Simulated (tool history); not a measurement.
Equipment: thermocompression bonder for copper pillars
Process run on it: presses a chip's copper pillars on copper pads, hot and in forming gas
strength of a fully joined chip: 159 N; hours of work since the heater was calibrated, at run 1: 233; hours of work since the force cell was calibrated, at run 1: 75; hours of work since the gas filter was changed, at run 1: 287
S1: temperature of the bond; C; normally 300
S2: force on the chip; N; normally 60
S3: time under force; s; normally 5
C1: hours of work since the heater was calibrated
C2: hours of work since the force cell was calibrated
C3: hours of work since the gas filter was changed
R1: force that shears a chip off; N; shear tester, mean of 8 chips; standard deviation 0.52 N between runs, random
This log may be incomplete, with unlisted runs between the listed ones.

| run | hour | S1 | S2 | S3 | C1 | C2 | C3 | R1 |
|---|---|---|---|---|---|---|---|---|
| 1 | 0.0 | 300 | 60 | 5 | 233 | 75 | 287 | 61.6 |
| 2 | 6.9 | 300 | 60 | 5 | 236 | 78 | 290 | 62.1 |
| 3 | 16.9 | 300 | 60 | 5 | 241 | 83 | 295 | 61.0 |
| 4 | 27.6 | 300 | 60 | 5 | 246 | 87 | 300 | 61.6 |
| 5 | 35.3 | 300 | 60 | 5 | 249 | 91 | 303 | 61.3 |
| 6 | 45.2 | 304 | 60 | 5 | 254 | 95 | 308 | 64.4 |
| 7 | 53.9 | 282 | 60 | 5 | 258 | 99 | 311 | 50.9 |
| 8 | 64.4 | 282 | 60 | 5 | 262 | 104 | 316 | 51.0 |
| 9 | 70.5 | 300 | 60 | 3 | 265 | 107 | 319 | 50.3 |
| 10 | 79.9 | 300 | 60 | 3 | 269 | 111 | 323 | 50.5 |
| 11 | 91.2 | 300 | 60 | 3 | 275 | 116 | 328 | 50.4 |
| 12 | 102.2 | 311 | 85 | 13 | 280 | 121 | 333 | 114.2 |
| 13 | 108.1 | 300 | 57 | 15 | 282 | 124 | 336 | 86.7 |
| 14 | 116.5 | 300 | 50 | 6 | 286 | 128 | 340 | 57.1 |

Estimate the outcome of run 15 from the log above:
| 15 | 125.1 | 327 | 65 | 7 | 290 | 132 | 344 | ? |

Run 15 produced R1 92.6 N.
On a tool with no hidden condition, and with the same random variation, this run would have come out at R1 95.6 N.
